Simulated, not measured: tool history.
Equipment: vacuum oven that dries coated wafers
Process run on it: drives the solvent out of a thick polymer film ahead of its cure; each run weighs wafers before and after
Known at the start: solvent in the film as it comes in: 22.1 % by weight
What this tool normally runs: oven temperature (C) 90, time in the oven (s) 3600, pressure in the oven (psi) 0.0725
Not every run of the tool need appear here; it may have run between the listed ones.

run   hour  oven temperature (C)  time in the oven (s)  pressure in the oven (psi)  solvent left in the film (%)
  1      0                    90                  3600                      0.0725                          0.84
  2   38.8                    90                  3600                      0.0725                          0.84
  3   80.9                    90                  3600                      0.0725                          0.73
  4  114.1                    75                  3600                      0.0725                          4.05
  5  157.2                    75                  4200                      0.0725                          3.24
  6  185.9                    75                  4200                      0.0725                          3.18
  7    217                    75                  4200                      0.0725                          3.17
  8    252                    75                  4200                      0.0725                          3.22
  9  289.1                    90                  2700                      0.0725                          1.56
 10  308.9                    90                  2700                      0.0725                          1.52
 11  338.1                    90                  2700                      0.0725                          1.65
 12  358.8                    90                  2700                      0.0725                          1.67
 13  386.7                    90                  2700                      0.0725                           1.6
 14  420.2                    90                  2700                      0.0725                          1.53
 15    448                    90                  2700                      0.0725                          1.54
 16  469.9                    90                  2700                      0.0725                          1.45
 17  503.5                    90                  2700                      0.0725                          1.49
 18  527.1                    90                  3600                      0.0725                          0.83
 19  547.7                    90                  3600                      0.0725                          0.85
 20  590.8                    76                  3600                      0.0725                          3.73
 21  608.9                    90                  3960                      0.0439                           0.6
 22  647.8                   101                  2700                      0.0725                          0.35
     653.7  -- oven's thermocouples calibrated
 23  677.5                    80                  4260                      0.0395                           1.6
 24  719.1                   102                  4200                      0.1516                          0.39
 25  753.4                   102                  4200                      0.1516                          0.38
 26    776                   102                  4200                      0.1516                          0.43
 27  815.4                    92                  2280                      0.2608                          2.15
 28  856.9                    90                  4680                      0.0927                          0.57
 29  877.4                   100                  4080                       0.067                          0.21
     915.2  -- oven's thermocouples calibrated, once more
 30  916.5                    76                  5460                      0.0725                          2.12

For run 31, what comes out?
 31  938.8                   103                  5460                        0.05                             ?

solvent left in the film (%): 0.19
If the tool had no hidden condition, the same run with the same run-to-run variation would have returned solvent left in the film (%) 0.1.

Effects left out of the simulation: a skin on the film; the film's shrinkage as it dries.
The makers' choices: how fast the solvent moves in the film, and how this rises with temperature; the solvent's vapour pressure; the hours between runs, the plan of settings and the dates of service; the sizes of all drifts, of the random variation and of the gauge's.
